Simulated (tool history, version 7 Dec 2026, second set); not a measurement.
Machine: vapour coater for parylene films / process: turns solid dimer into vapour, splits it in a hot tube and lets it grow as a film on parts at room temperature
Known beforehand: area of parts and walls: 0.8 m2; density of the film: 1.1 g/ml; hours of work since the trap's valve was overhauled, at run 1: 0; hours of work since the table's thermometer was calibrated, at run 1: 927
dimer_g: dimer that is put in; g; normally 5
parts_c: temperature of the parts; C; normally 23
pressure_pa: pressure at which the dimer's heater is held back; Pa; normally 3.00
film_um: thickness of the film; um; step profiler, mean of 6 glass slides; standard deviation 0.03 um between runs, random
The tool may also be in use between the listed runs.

| run | hour | dimer_g | parts_c | pressure_pa | hours of work since the trap's valve was overhauled | hours of work since the table's thermometer was calibrated | film_um |
|---|---|---|---|---|---|---|---|
| 1 | 0.0 | 5 | 23 | 3.00 | 0 | 927 | 2.94 |
| 2 | 37.2 | 4 | 23 | 3.00 | 30 | 956 | 2.32 |
| 3 | 73.9 | 4 | 23 | 3.00 | 59 | 986 | 2.31 |
|  | 78.4 | table's thermometer calibrated |
| 4 | 120.3 | 4 | 23 | 3.00 | 96 | 34 | 2.18 |
| 5 | 153.3 | 4 | 23 | 3.00 | 122 | 60 | 2.07 |
| 6 | 198.5 | 5 | 23 | 2.47 | 158 | 96 | 2.65 |
| 7 | 243.6 | 8 | 23 | 3.00 | 194 | 132 | 4.10 |
|  | 280.9 | trap's valve overhauled |
| 8 | 284.2 | 5 | 23 | 4.74 | 3 | 162 | 2.65 |
| 9 | 323.1 | 5 | 23 | 3.00 | 34 | 193 | 2.82 |
| 10 | 358.8 | 5 | 23 | 3.00 | 63 | 222 | 2.73 |
| 11 | 383.9 | 5 | 23 | 3.00 | 83 | 242 | 2.67 |
| 12 | 416.7 | 5 | 23 | 3.00 | 109 | 268 | 2.72 |
| 13 | 448.8 | 5 | 23 | 3.00 | 135 | 294 | 2.62 |
| 14 | 493.0 | 4 | 23 | 3.00 | 170 | 329 | 2.10 |
| 15 | 522.1 | 4 | 23 | 3.00 | 193 | 353 | 2.03 |
|  | 562.6 | trap's valve overhauled |
| 16 | 569.3 | 3 | 23 | 3.00 | 5 | 387 | 1.73 |
| 17 | 605.6 | 6 | 26 | 9.68 | 34 | 416 | 2.52 |
| 18 | 650.0 | 5 | 19 | 3.00 | 70 | 452 | 3.16 |
| 19 | 687.0 | 7 | 16 | 3.00 | 100 | 481 | 4.79 |
| 20 | 716.9 | 3 | 18 | 3.80 | 124 | 506 | 1.84 |
| 21 | 750.4 | 3 | 18 | 3.80 | 151 | 532 | 1.77 |
| 22 | 769.8 | 8 | 27 | 3.00 | 166 | 548 | 3.69 |
| 23 | 798.5 | 8 | 16 | 3.00 | 189 | 571 | 5.20 |
| 24 | 836.4 | 6 | 16 | 3.00 | 220 | 601 | 3.81 |
|  | 843.2 | trap's valve overhauled |
| 25 | 865.4 | 5 | 23 | 3.00 | 18 | 621 | 2.86 |
| 26 | 897.6 | 5 | 23 | 3.00 | 44 | 647 | 2.81 |
| 27 | 940.6 | 5 | 23 | 3.17 | 78 | 682 | 2.83 |
| 28 | 959.0 | 5 | 28 | 11.42 | 93 | 696 | 1.85 |
| 29 | 999.5 | 5 | 28 | 11.42 | 125 | 729 | 1.88 |
| 30 | 1024.7 | 2 | 23 | 3.00 | 146 | 749 | 1.09 |
| 31 | 1059.1 | 5 | 19 | 3.00 | 173 | 777 | 2.98 |

Entry by entry between the runs, the difference in hidden state between the last listed run before and the first listed run after:
Between runs 3 and 4: table's thermometer calibrated (hour 78.4)
  vapour lost through the trap's worn valve, %: 3.8 -> 5.8; true temperature of the parts over the reading, C: -1.06 -> 0.12
  measured less the result without the state, film_um: -0.01 -> -0.14 um
Between runs 7 and 8: trap's valve overhauled (hour 280.9)
  vapour lost through the trap's worn valve, %: 11.5 -> 0.2; true temperature of the parts over the reading, C: 0.01 -> -0.03
  measured less the result without the state, film_um: -0.53 -> -0.01 um
Between runs 15 and 16: trap's valve overhauled (hour 562.6)
  vapour lost through the trap's worn valve, %: 11.2 -> 0.8; true temperature of the parts over the reading, C: -0.25 -> -0.29
  measured less the result without the state, film_um: -0.24 -> +0.00 um
Between runs 24 and 25: trap's valve overhauled (hour 843.2)
  vapour lost through the trap's worn valve, %: 12.9 -> 1.2; true temperature of the parts over the reading, C: -0.54 -> -0.57
  measured less the result without the state, film_um: -0.48 -> +0.02 um
